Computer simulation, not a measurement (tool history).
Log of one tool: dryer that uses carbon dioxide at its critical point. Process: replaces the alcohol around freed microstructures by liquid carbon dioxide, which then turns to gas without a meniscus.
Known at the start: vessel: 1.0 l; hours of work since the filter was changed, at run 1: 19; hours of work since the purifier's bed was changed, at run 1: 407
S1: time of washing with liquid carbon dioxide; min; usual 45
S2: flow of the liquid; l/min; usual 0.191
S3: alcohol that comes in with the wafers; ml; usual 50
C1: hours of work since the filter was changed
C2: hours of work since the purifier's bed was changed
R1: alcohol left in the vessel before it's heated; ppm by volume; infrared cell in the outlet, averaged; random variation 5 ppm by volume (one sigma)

run   hour  S1     S2  S3  C1   C2   R1
  1      0  45  0.191  50  19  407  117
  2     36  45  0.191  50  32  419  127
  3   54.4  45  0.191  50  38  425  123
  4   89.5  45  0.154  50  50  438  238
  5  114.3  45  0.191  50  59  446  130
  6  148.6  45  0.191  50  71  458  136
  7  171.5  45  0.191  50  78  466  139
  8  187.5  44  0.181  51  84  471  171

Run 9 comes next. What will it give?
  9  207.4  44  0.181  51  91  478   ?

R1: 178 ppm by volume
Without the tool's hidden state the same run would have given R1 44 ppm by volume.
